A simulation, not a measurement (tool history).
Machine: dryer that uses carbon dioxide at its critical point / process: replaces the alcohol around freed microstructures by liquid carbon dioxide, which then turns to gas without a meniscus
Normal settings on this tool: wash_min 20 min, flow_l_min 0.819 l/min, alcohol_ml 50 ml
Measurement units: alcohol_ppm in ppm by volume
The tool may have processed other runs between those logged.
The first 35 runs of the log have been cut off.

Run 36, day 12.833: usual settings but flow_l_min 1.077 l/min. Result: alcohol_ppm 145 ppm by volume.
Run 37, day 13.350: usual settings but wash_min 24 min, flow_l_min 0.569 l/min, alcohol_ml 70 ml. Result: alcohol_ppm 260 ppm by volume.
Run 38, day 13.625: usual settings but wash_min 16 min, flow_l_min 1.297 l/min, alcohol_ml 40 ml. Result: alcohol_ppm 142 ppm by volume.
Run 39, day 14.046: usual settings but wash_min 16 min, flow_l_min 1.297 l/min, alcohol_ml 39 ml. Result: alcohol_ppm 154 ppm by volume.
Run 40, day 14.362: usual settings but wash_min 32 min, flow_l_min 1.267 l/min. Result: alcohol_ppm 155 ppm by volume.
Run 41, day 14.671: usual settings but flow_l_min 0.659 l/min. Result: alcohol_ppm 242 ppm by volume.
Run 42, day 14.975: usual settings but flow_l_min 1.364 l/min. Result: alcohol_ppm 160 ppm by volume.
Run 43, day 15.496: usual settings but wash_min 19 min, flow_l_min 1.025 l/min, alcohol_ml 80 ml. Result: alcohol_ppm 172 ppm by volume.
Run 44, day 15.796: usual settings but wash_min 19 min, flow_l_min 1.025 l/min, alcohol_ml 80 ml. Result: alcohol_ppm 165 ppm by volume.
Run 45, day 16.229: usual settings but flow_l_min 0.758 l/min, alcohol_ml 32 ml. Result: alcohol_ppm 185 ppm by volume.
Run 46, day 16.742: usual settings but wash_min 12 min, flow_l_min 1.157 l/min, alcohol_ml 91 ml. Result: alcohol_ppm 270 ppm by volume.

Below are 3 alternative next runs, each starting from the tool's condition after run 46. Predict each:
Run A, day 17.050: usual settings but wash_min 31 min. Result: alcohol_ppm ?.
Run B, day 17.050: usual settings but flow_l_min 0.796 l/min. Result: alcohol_ppm ?.
Run C, day 17.050: usual settings but wash_min 13 min, flow_l_min 1.057 l/min, alcohol_ml 37 ml. Result: alcohol_ppm ?.

run  alcohol_ppm
  A          161
  B          190
  C          209
With no hidden state in the tool, these same runs would have given:
run  alcohol_ppm
  A            2
  B           28
  C           38

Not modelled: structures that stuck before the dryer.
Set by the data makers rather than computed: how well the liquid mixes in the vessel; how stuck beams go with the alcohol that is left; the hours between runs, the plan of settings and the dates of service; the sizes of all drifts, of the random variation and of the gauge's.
